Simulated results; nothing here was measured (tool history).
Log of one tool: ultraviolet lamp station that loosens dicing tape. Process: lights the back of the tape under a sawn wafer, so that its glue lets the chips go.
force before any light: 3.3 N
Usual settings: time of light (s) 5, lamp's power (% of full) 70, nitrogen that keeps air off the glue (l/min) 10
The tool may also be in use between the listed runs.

| run | day | time of light (s) | lamp's power (% of full) | nitrogen that keeps air off the glue (l/min) | force that peels the tape off (N) | light that reached the tape (mJ/cm2) |
|---|---|---|---|---|---|---|
| 1 | 0.000 | 5 | 70 | 10 | 0.191 | 334 |
| 2 | 0.467 | 5 | 70 | 10 | 0.198 | 333 |
| 3 | 0.946 | 5 | 70 | 10 | 0.203 | 332 |
| 4 | 1.483 | 5 | 70 | 17 | 0.164 | 330 |
| 5 | 1.854 | 5 | 70 | 17 | 0.172 | 335 |
| 6 | 2.254 | 5 | 70 | 16 | 0.163 | 333 |
| 7 | 2.667 | 5 | 70 | 7 | 0.239 | 330 |
| 8 | 3.046 | 5 | 70 | 7 | 0.236 | 332 |
| 9 | 3.629 | 5 | 70 | 7 | 0.242 | 330 |
| 10 | 3.979 | 5 | 70 | 7 | 0.250 | 327 |
| 11 | 4.546 | 2 | 70 | 10 | 0.890 | 130 |
| 12 | 5.204 | 5 | 100 | 10 | 0.136 | 463 |
| 13 | 5.729 | 3 | 70 | 10 | 0.523 | 195 |
| 14 | 6.267 | 3 | 70 | 10 | 0.515 | 193 |
| 15 | 6.962 | 3 | 70 | 3 | 0.869 | 193 |
| 16 | 7.521 | 5 | 70 | 10 | 0.222 | 315 |
| 17 | 8.008 | 5 | 70 | 10 | 0.218 | 318 |
| 18 | 8.562 | 5 | 70 | 6 | 0.280 | 314 |
| 19 | 8.992 | 5 | 70 | 6 | 0.280 | 316 |
| 20 | 9.383 | 5 | 70 | 6 | 0.287 | 308 |
| 21 | 9.738 | 5 | 70 | 6 | 0.293 | 312 |
| 22 | 10.183 | 5 | 70 | 6 | 0.288 | 313 |
| 23 | 10.762 | 5 | 70 | 6 | 0.300 | 313 |
| 24 | 11.488 | 9 | 72 | 10 | 0.106 | 573 |
| 25 | 12.175 | 5 | 70 | 17 | 0.190 | 305 |
| 26 | 12.629 | 5 | 70 | 17 | 0.191 | 301 |
| 27 | 13.288 | 3 | 81 | 3 | 0.762 | 212 |
| 28 | 13.600 | 4 | 75 | 10 | 0.305 | 258 |
| 29 | 14.192 | 4 | 75 | 6 | 0.410 | 258 |
| 30 | 14.742 | 7 | 84 | 14 | 0.118 | 499 |
| 31 | 15.354 | 9 | 70 | 4 | 0.143 | 541 |
| 32 | 15.796 | 3 | 86 | 8 | 0.442 | 215 |
| 33 | 16.308 | 3 | 86 | 8 | 0.462 | 222 |
| 34 | 16.808 | 3 | 86 | 8 | 0.448 | 219 |
| 35 | 17.371 | 7 | 61 | 10 | 0.182 | 361 |
| 36 | 17.871 | 7 | 61 | 10 | 0.171 | 357 |
| 37 | 18.217 | 4 | 61 | 10 | 0.479 | 205 |
| 38 | 18.708 | 3 | 96 | 11 | 0.342 | 243 |
| 39 | 19.271 | 5 | 70 | 11 | 0.238 | 288 |
| 40 | 19.625 | 5 | 70 | 9 | 0.276 | 289 |
| 41 | 20.292 | 5 | 70 | 9 | 0.278 | 287 |
| 42 | 20.871 | 9 | 70 | 4 | 0.155 | 520 |
| 43 | 21.533 | 2 | 66 | 7 | 1.263 | 107 |
| 44 | 21.971 | 7 | 83 | 7 | 0.137 | 467 |

3 ways to go on from here, each from the tool as it stands after run 44. What would each give?
| A | 22.300 | 6 | 83 | 8 | ? | ? |
| B | 22.300 | 5 | 90 | 4 | ? | ? |
| C | 22.300 | 4 | 70 | 10 | ? | ? |

| run | force that peels the tape off (N) | light that reached the tape (mJ/cm2) |
|---|---|---|
| A | 0.162 | 404 |
| B | 0.274 | 360 |
| C | 0.418 | 222 |
Without the tool's hidden state the same runs would have given:
| run | force that peels the tape off (N) | light that reached the tape (mJ/cm2) |
|---|---|---|
| A | 0.124 | 519 |
| B | 0.182 | 463 |
| C | 0.267 | 287 |

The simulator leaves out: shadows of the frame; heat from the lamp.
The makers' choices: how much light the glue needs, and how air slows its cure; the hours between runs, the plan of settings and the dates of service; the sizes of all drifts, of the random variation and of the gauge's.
